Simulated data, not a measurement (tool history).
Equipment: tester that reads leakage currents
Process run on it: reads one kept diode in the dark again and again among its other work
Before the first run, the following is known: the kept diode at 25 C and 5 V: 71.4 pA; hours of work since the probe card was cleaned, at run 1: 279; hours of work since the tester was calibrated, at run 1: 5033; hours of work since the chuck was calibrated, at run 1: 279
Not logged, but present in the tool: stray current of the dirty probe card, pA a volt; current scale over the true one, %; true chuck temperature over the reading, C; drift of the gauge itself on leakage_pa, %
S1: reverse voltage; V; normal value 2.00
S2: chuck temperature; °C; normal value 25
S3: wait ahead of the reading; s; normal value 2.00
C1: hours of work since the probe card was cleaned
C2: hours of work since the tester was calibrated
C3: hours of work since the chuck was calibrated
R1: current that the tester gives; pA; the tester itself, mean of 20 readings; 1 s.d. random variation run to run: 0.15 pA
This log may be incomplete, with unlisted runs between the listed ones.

run	hour	S1	S2	S3	C1	C2	C3	R1
1	0.0	2.00	25	2.00	279	5033	279	45.74
2	106.8	2.00	25	2.00	344	5098	344	45.92
3	277.2	4.45	25	2.00	448	5202	448	67.37
4	374.3	4.45	25	2.00	507	5261	507	67.80
5	556.4	4.45	52	2.00	618	5371	618	572.93
6	730.7	4.45	52	2.00	724	5477	724	576.20
7	845.5	2.00	25	2.00	793	5547	793	45.88
8	949.8	2.00	25	2.00	857	5611	857	45.91
# hour 1085.3: chuck's temperature calibrated
# hour 1143.5: tester calibrated
9	1150.5	2.00	25	2.00	977	4	38	45.63
10	1291.3	2.00	25	2.00	1062	90	124	45.73
11	1471.7	2.00	25	0.39	1172	200	234	46.08
12	1672.5	2.00	31	0.39	1294	322	356	76.47
13	1767.9	2.00	25	2.00	1352	380	414	45.65
14	1946.3	2.00	25	2.00	1460	488	522	45.98
15	2111.0	9.53	31	2.82	1561	588	623	163.21
16	2285.5	9.53	31	2.82	1667	694	729	162.56
17	2461.9	2.00	23	2.40	1774	802	836	38.51
18	2573.5	4.16	28	5.85	1842	870	904	85.12
# hour 2635.3: chuck's temperature calibrated
19	2714.6	4.16	28	5.85	1927	954	48	84.98
# hour 2813.8: probe card cleaned and baked
20	2826.4	4.16	28	1.52	8	1020	114	84.93
21	3024.4	9.72	25	0.81	128	1141	235	98.94
22	3235.5	9.72	22	0.81	256	1269	363	76.99
23	3394.6	9.72	22	0.81	353	1366	460	76.53
24	3490.6	2.85	52	1.99	412	1424	518	462.93
25	3643.0	2.85	52	1.99	504	1517	611	461.89
26	3751.8	2.73	21	1.69	570	1583	677	37.66
27	3878.0	2.00	22	2.00	647	1660	754	35.14
28	4017.4	2.00	22	2.00	732	1745	839	35.16

Hidden state or all else? Some run-to-run changes of R1, split into what the settings, what came in and random variation would give without the hidden state, and what is left for the hidden state (with any gauge scatter that isn't in both results):
Run 4 -> 5: S2 25 -> 52. R1 +505.13 pA: hidden state +0.29, all else +504.84.
Run 6 -> 7: S1 4.45 -> 2.00, S2 52 -> 25. R1 -530.32 pA: hidden state -0.37, all else -529.95.
